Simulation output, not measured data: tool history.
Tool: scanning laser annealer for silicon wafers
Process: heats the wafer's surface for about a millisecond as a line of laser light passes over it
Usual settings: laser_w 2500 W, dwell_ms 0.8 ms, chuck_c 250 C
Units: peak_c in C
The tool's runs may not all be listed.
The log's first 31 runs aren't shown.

run     day  laser_w  dwell_ms  chuck_c  hours of work since the window was cleaned  hours of work since the power meter was calibrated  hours of work since the optics were aligned  peak_c
 32  28.708     2151     0.866      250                                         412                                                 714                                         1197     953
 33  29.433     2747     0.991      232                                         423                                                 724                                         1208    1202
 34  30.175     2356     0.748      273                                         434                                                 736                                         1219     988
 35  31.446     2255     0.873      249                                         453                                                 755                                         1238     989
 36    32.1     2223     0.989      286                                         463                                                 765                                         1248    1066
 37  33.238     2223     0.989      286                                         480                                                 782                                         1265    1066
 38  34.029     2223     0.989      286                                         492                                                 794                                         1277    1063
 39  35.129     2277     0.727      214                                         509                                                 810                                         1293     895
 40  36.017     2225       0.8      249                                         522                                                 823                                         1307     944
 41  37.288     2225       0.8      249                                         541                                                 843                                         1326     945

Forecast each of these 4 alternatives for the next run:
  A  38.538     2362     0.641      242                                         560                                                 861                                         1345       ?
  B  38.538     2500       0.8      268                                         560                                                 861                                         1345       ?
  C  38.538     2431     0.765      255                                         560                                                 861                                         1345       ?
  D  38.538     2193     0.991      290                                         560                                                 861                                         1345       ?

run  peak_c
  A     904
  B    1053
  C     999
  D    1055
Without the tool's hidden state the same runs would have given:
run  peak_c
  A     933
  B    1087
  C    1031
  D    1088
